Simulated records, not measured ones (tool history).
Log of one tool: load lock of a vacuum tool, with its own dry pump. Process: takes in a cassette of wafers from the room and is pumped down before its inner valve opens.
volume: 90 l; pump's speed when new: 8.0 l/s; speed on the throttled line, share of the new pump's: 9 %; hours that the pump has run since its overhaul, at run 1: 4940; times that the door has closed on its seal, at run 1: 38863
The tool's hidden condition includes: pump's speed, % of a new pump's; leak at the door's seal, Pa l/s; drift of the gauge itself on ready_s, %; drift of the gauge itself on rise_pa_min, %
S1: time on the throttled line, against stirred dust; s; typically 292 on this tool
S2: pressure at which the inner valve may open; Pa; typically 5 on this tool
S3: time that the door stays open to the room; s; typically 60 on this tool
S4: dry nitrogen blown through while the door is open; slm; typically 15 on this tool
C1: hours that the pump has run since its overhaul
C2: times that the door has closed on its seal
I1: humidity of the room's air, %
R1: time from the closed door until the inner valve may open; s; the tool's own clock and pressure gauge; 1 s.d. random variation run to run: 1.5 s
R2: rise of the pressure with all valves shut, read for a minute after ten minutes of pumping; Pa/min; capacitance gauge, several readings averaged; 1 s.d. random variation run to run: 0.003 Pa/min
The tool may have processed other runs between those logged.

Run 1, hour 0: usual settings; C1 4940; C2 38863; I1 43.3. Result: R1 386.6 s, R2 0.328 Pa/min.
Run 2, hour 294.7: usual settings but S1 238 s; C1 5235; C2 39803; I1 41.8. Result: R1 335.7 s, R2 0.333 Pa/min.
Run 3, hour 431.1: usual settings but S1 238 s; C1 5371; C2 40238; I1 45.1. Result: R1 335.4 s, R2 0.341 Pa/min.
Run 4, hour 570.2: usual settings but S1 238 s; C1 5510; C2 40682; I1 46.3. Result: R1 337.4 s, R2 0.349 Pa/min.
Run 5, hour 726.4: usual settings but S1 238 s; C1 5666; C2 41180; I1 45.5. Result: R1 338.3 s, R2 0.358 Pa/min.
Run 6, hour 949.7: usual settings but S1 238 s; C1 5890; C2 41892; I1 45.8. Result: R1 338 s, R2 0.363 Pa/min.
Run 7, hour 1134: usual settings but S4 7 slm; C1 6074; C2 42480; I1 44.9. Result: R1 387.2 s, R2 0.385 Pa/min.
Run 8, hour 1285.6: usual settings but S4 7 slm; C1 6226; C2 42963; I1 46.6. Result: R1 390.3 s, R2 0.383 Pa/min.
Run 9, hour 1506.7: usual settings but S4 7 slm; C1 6447; C2 43668; I1 45.8. Result: R1 387.6 s, R2 0.394 Pa/min.
Run 10, hour 1678.1: usual settings but S4 7 slm; C1 6618; C2 44215; I1 42.9. Result: R1 386.8 s, R2 0.393 Pa/min.
Run 11, hour 1941.1: usual settings but S1 428 s; C1 6881; C2 45054; I1 45.9. Result: R1 509.4 s, R2 0.415 Pa/min.
Run 12, hour 2147.6: usual settings; C1 7088; C2 45712; I1 45.3. Result: R1 390.9 s, R2 0.424 Pa/min.
Run 13, hour 2353: usual settings but S2 7 Pa; C1 7293; C2 46368; I1 42.1. Result: R1 381.9 s, R2 0.431 Pa/min.
Run 14, hour 2585: usual settings but S2 7 Pa; C1 7525; C2 47107; I1 44.4. Result: R1 386.6 s, R2 0.436 Pa/min.
Run 15, hour 2812.9: usual settings but S2 7 Pa; C1 7753; C2 47834; I1 48.1. Result: R1 386.2 s, R2 0.45 Pa/min.
Run 16, hour 2954.3: usual settings but S2 7 Pa; C1 7894; C2 48285; I1 43.9. Result: R1 386.3 s, R2 0.461 Pa/min.
Run 17, hour 3236.3: usual settings but S2 7 Pa; C1 8176; C2 49184; I1 45. Result: R1 384.8 s, R2 0.482 Pa/min.
Run 18, hour 3414.7: usual settings but S2 7 Pa; C1 8355; C2 49754; I1 44.3. Result: R1 385.9 s, R2 0.477 Pa/min.
Run 19, hour 3679.4: usual settings; C1 8619; C2 50598; I1 45.7. Result: R1 390.3 s, R2 0.489 Pa/min.
Run 20, hour 3838.8: usual settings but S1 225 s, S2 7 Pa, S3 103 s, S4 26 slm; C1 8779; C2 51106; I1 46.5. Result: R1 328 s, R2 0.504 Pa/min.
At hour 3992.4: door's seal changed, seat wiped.
Run 21, hour 4125.9: usual settings but S1 273 s, S2 6 Pa, S3 103 s, S4 9 slm; C1 9064; C2 426; I1 42.6. Result: R1 372.4 s, R2 0.014 Pa/min.
Run 22, hour 4400.3: usual settings but S1 347 s, S2 6 Pa, S3 113 s, S4 9 slm; C1 9339; C2 1301; I1 41.5. Result: R1 441.5 s, R2 0.019 Pa/min.
Run 23, hour 4536.5: usual settings but S1 347 s, S2 6 Pa, S3 113 s, S4 9 slm; C1 9475; C2 1736; I1 49. Result: R1 438.2 s, R2 0.027 Pa/min.
Run 24, hour 4780.1: usual settings but S1 347 s, S2 6 Pa, S3 113 s, S4 9 slm; C1 9719; C2 2512; I1 45.6. Result: R1 440.7 s, R2 0.024 Pa/min.
Run 25, hour 5088.8: usual settings but S1 271 s, S2 8 Pa, S3 113 s, S4 17 slm; C1 10027; C2 3497; I1 43.7. Result: R1 367.6 s, R2 0.027 Pa/min.
Run 26, hour 5284.5: usual settings but S2 8 Pa, S3 64 s, S4 5 slm; C1 10223; C2 4121; I1 49.1. Result: R1 387.1 s, R2 0.038 Pa/min.
Run 27, hour 5560.4: usual settings but S2 8 Pa, S3 64 s, S4 5 slm; C1 10499; C2 5001; I1 43.4. Result: R1 391.8 s, R2 0.035 Pa/min.
Run 28, hour 5725.9: usual settings but S1 411 s, S3 125 s, S4 5 slm; C1 10664; C2 5529; I1 46.8. Result: R1 506.3 s, R2 0.041 Pa/min.
Run 29, hour 5927.9: usual settings but S3 56 s; C1 10866; C2 6173; I1 47.1. Result: R1 398.2 s, R2 0.034 Pa/min.
At hour 6066.9: dry pump taken out, an overhauled one fitted.
Run 30, hour 6199.9: usual settings but S1 161 s, S3 37 s; C1 133; C2 7021; I1 44.2. Result: R1 261.3 s, R2 0.036 Pa/min.
Run 31, hour 6475.8: usual settings but S1 174 s, S4 7 slm; C1 409; C2 7901; I1 46.2. Result: R1 274 s, R2 0.047 Pa/min.
Run 32, hour 6606.9: usual settings but S2 8 Pa, S3 55 s; C1 540; C2 8320; I1 43.1. Result: R1 372.1 s, R2 0.045 Pa/min.
Run 33, hour 6904.5: usual settings but S2 8 Pa, S3 55 s; C1 838; C2 9269; I1 46.3. Result: R1 377.9 s, R2 0.05 Pa/min.
Run 34, hour 7112.2: usual settings but S4 13 slm; C1 1045; C2 9931; I1 43.6. Result: R1 383.1 s, R2 0.055 Pa/min.
Run 35, hour 7299: usual settings but S1 186 s, S2 7 Pa, S3 171 s, S4 18 slm; C1 1232; C2 10527; I1 44.7. Result: R1 281.2 s, R2 0.059 Pa/min.
Run 36, hour 7493.2: usual settings but S1 287 s, S2 10 Pa, S3 145 s, S4 33 slm; C1 1426; C2 11146; I1 48. Result: R1 368.6 s, R2 0.05 Pa/min.
Run 37, hour 7701.4: usual settings but S1 287 s, S2 10 Pa, S3 145 s, S4 33 slm; C1 1634; C2 11810; I1 44.1. Result: R1 368.2 s, R2 0.063 Pa/min.
Run 38, hour 7932.1: usual settings but S2 6 Pa; C1 1865; C2 12546; I1 46.2. Result: R1 380.2 s, R2 0.064 Pa/min.

Alternative continuations, all from the tool just after run 38; predict every row:
Run A, hour 8173.8: usual settings but S2 6 Pa, S3 47 s, S4 31 slm; C1 2107; C2 13317; I1 46. Result: R1 ?, R2 ?.
Run B, hour 8173.8: usual settings but S1 167 s, S2 8 Pa, S3 32 s; C1 2107; C2 13317; I1 44.8. Result: R1 ?, R2 ?.
Run C, hour 8173.8: usual settings but S3 84 s, S4 5 slm; C1 2107; C2 13317; I1 48.9. Result: R1 ?, R2 ?.

run     R1     R2
  A    383  0.063
  B  262.1  0.063
  C  384.4  0.074
Without the tool's unlogged condition, the same runs would have read:
run     R1     R2
  A  378.6  0.006
  B    257  0.004
  C  379.8  0.017
